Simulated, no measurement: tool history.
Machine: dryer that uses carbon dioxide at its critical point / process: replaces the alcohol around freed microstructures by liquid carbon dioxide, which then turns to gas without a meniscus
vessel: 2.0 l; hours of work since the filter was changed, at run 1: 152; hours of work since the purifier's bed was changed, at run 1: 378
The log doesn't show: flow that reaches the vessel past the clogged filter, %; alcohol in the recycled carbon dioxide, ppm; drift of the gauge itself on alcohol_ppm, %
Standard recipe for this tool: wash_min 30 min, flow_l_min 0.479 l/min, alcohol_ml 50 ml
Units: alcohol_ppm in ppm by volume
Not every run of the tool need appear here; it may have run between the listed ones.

run	hour	wash_min	flow_l_min	alcohol_ml	hours of work since the filter was changed	hours of work since the purifier's bed was changed	alcohol_ppm
1	0	30	0.479	50	152	378	91
2	21.3	30	0.479	50	164	390	86
3	42.6	30	0.479	50	176	402	99
4	62.8	30	0.479	50	187	413	98
5	74	30	0.479	50	193	419	99
6	87.4	30	0.479	50	200	427	104
7	107.5	40	0.479	50	212	438	49
8	123.1	40	0.479	50	220	446	45
9	140.3	30	0.479	50	230	456	106
10	153.8	30	0.512	50	237	463	91
11	167.3	30	0.512	50	245	471	84
12	178.9	30	0.441	50	251	477	150
13	193.2	20	0.479	50	259	485	518
14	202.9	20	0.479	50	264	491	534
15	214.9	20	0.479	50	271	497	518
16	228.4	20	0.479	50	279	505	527
17	239.4	20	0.479	50	285	511	540
18	258	20	0.65	50	295	521	156
19	267.5	30	0.341	50	300	526	449
20	282	30	0.341	50	308	534	460
21	302.2	30	0.341	50	319	546	454
22	320.1	30	0.341	50	329	555	464
23	331.6	30	0.341	50	336	562	480
24	350.7	30	0.341	50	346	572	475
25	362.6	19	0.525	49	353	579	485
26	380.8	30	0.453	50	363	589	162
27	390.9	30	0.453	50	369	595	153
28	401.2	47	0.315	98	374	600	195
29	412.4	23	0.744	41	381	607	64
30	432.3	42	0.479	27	392	618	61
31	455.6	46	0.567	50	404	631	61
32	474.1	32	0.384	50	415	641	260
33	495.3	40	0.384	50	426	653	115
34	505.4	25	0.612	70	432	658	131
35	524.2	19	0.511	65	442	669	747
36	544.2	19	0.406	40	454	680	1065
37	567	19	0.406	40	466	692	1071
38	587.4	21	0.535	38	477	704	291
39	603.1	30	0.441	35	486	712	161
40	619.4	28	0.804	20	495	721	59
41	631.4	30	0.804	60	502	728	60
42	654.9	44	0.529	26	515	741	53
43	675.3	29	0.344	26	526	752	366
44	688.6	27	0.36	49	533	760	681
45	706.4	30	0.719	72	543	770	67
# hour 712.8: inlet filter changed
46	722	30	0.719	72	5	778	69

Below, some changes in alcohol_ppm between adjacent runs. For each, the amount present without the hidden state too (settings, incoming material, random variation) and the amount remaining for the hidden state with gauge scatter not shared by both compared results:
Run 34 -> 35: wash_min 25 -> 19, flow_l_min 0.612 -> 0.511, alcohol_ml 70 -> 65. alcohol_ppm +616 ppm by volume: hidden state +233, all else +383.
Run 37 -> 38: wash_min 19 -> 21, flow_l_min 0.406 -> 0.535, alcohol_ml 40 -> 38. alcohol_ppm -780 ppm by volume: hidden state -235, all else -545.
Run 44 -> 45: wash_min 27 -> 30, flow_l_min 0.36 -> 0.719, alcohol_ml 49 -> 72. alcohol_ppm -614 ppm by volume: hidden state -266, all else -348.
